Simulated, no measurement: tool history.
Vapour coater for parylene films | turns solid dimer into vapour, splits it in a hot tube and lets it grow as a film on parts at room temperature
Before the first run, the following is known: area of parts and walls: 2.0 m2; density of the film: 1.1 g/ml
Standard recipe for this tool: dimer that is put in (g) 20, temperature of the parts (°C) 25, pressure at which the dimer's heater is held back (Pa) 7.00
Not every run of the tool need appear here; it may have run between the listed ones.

run,hour,dimer that is put in (g),temperature of the parts (°C),pressure at which the dimer's heater is held back (Pa),thickness of the film (um)
1,0.0,20,25,7.00,5.95
2,24.8,20,25,7.00,5.91
3,54.9,20,25,7.00,5.97
4,92.0,20,25,7.00,5.80
5,115.1,20,25,9.86,5.56
6,133.9,20,25,7.00,5.87
7,164.6,20,25,7.00,5.90
8,199.0,20,25,7.00,5.85
9,218.5,20,25,7.00,5.86
10,246.3,20,25,7.00,5.96
11,278.2,20,25,7.00,5.94
12,308.3,20,25,7.00,5.83
13,339.1,20,25,7.00,5.91
14,359.8,20,25,7.00,5.93
15,396.8,20,25,7.00,5.88

Run 16 is up next; what results do you expect?
16,423.3,20,25,7.00,?

{"run 16": {"thickness of the film (um)": 5.86}}
Without the tool's hidden state the same run would have given thickness of the film (um) 5.88.

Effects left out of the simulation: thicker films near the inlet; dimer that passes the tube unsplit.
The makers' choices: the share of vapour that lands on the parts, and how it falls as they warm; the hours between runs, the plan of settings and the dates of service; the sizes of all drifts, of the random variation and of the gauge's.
